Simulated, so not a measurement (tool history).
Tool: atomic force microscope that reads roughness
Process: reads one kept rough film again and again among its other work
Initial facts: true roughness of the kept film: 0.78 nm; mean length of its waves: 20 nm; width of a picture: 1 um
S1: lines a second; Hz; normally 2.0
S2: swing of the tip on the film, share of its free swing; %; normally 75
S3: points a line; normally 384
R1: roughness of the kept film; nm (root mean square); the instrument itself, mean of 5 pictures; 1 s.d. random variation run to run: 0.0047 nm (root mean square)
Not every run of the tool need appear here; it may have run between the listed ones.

run	hour	S1	S2	S3	R1
1	0.0	2.0	75	384	0.630
2	11.9	2.0	75	321	0.616
3	19.1	2.0	75	490	0.612
4	28.6	2.0	75	384	0.604
5	37.5	1.2	75	384	0.616
6	48.2	2.0	75	384	0.586
7	59.2	2.0	75	384	0.569
8	66.0	2.0	75	384	0.564
9	76.7	2.0	60	384	0.602
10	90.4	2.0	60	384	0.589
11	97.8	2.0	75	688	0.545
# hour 100.9: new tip fitted
12	111.7	2.0	75	688	0.626
13	123.5	2.0	75	688	0.612
14	135.9	2.0	75	688	0.601

Estimate the outcome of run 15 from the log above:
15	147.6	2.0	75	688	?

{"run 15": {"R1": 0.582}}
Take away the tool's hidden state, keep the run-to-run variation as it was, and the same run would have given R1 0.638 nm (root mean square).

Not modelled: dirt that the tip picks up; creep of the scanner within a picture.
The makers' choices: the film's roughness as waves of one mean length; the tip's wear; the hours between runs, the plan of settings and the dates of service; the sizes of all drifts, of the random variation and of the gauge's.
